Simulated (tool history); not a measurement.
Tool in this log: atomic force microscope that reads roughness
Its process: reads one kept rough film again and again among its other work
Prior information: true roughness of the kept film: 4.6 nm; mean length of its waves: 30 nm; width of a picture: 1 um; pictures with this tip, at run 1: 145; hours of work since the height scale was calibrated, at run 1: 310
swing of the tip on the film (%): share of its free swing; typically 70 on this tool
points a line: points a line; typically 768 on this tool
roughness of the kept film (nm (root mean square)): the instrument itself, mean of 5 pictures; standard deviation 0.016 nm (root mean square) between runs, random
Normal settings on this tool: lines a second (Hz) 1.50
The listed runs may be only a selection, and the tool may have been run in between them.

run,hour,lines a second (Hz),swing of the tip on the film (%),points a line,pictures with this tip,hours of work since the height scale was calibrated,roughness of the kept film (nm (root mean square))
1,0.0,1.50,70,768,145,310,3.237
2,45.5,1.50,70,768,201,334,3.027
3,82.4,1.50,70,768,247,354,2.904
# hour 148.0: new tip fitted
4,148.0,1.50,70,768,0,389,3.785
5,196.0,1.50,70,768,59,415,3.473
6,241.1,1.50,57,768,115,439,3.376
7,269.4,1.50,70,768,150,454,3.115
8,336.4,1.50,70,768,233,490,2.806
9,367.9,1.50,70,768,272,507,2.712
# hour 374.0: height scale calibrated on a step standard
10,408.4,1.50,70,768,321,18,2.584
# hour 413.6: new tip fitted
11,444.3,0.88,58,260,38,37,3.717
12,499.6,0.88,58,260,107,67,3.411
13,560.8,0.88,58,260,183,100,3.117
14,618.2,0.67,86,768,254,131,2.771
# hour 628.9: height scale calibrated on a step standard, once more
# hour 679.4: new tip fitted
15,682.3,0.69,77,553,3,28,3.789
16,743.3,0.69,77,553,79,61,3.400
17,808.5,0.51,77,553,160,96,3.118
18,869.8,1.50,70,608,236,129,2.780
19,934.5,1.50,70,608,316,164,2.574

Predict each of these 4 candidate next runs independently; none follows another, all start after run 19:
# hour 947.0: new tip fitted
A,981.0,1.50,82,608,42,188,?
# hour 947.0: new tip fitted
B,981.0,1.26,56,608,42,188,?
# hour 947.0: new tip fitted
C,981.0,1.76,70,608,42,188,?
# hour 947.0: new tip fitted
D,981.0,1.50,58,758,42,188,?

run,roughness of the kept film (nm (root mean square))
A,3.320
B,3.683
C,3.465
D,3.619
With the hidden condition removed and each run's random variation left untouched, the same runs would have given:
run,roughness of the kept film (nm (root mean square))
A,3.543
B,3.931
C,3.699
D,3.862

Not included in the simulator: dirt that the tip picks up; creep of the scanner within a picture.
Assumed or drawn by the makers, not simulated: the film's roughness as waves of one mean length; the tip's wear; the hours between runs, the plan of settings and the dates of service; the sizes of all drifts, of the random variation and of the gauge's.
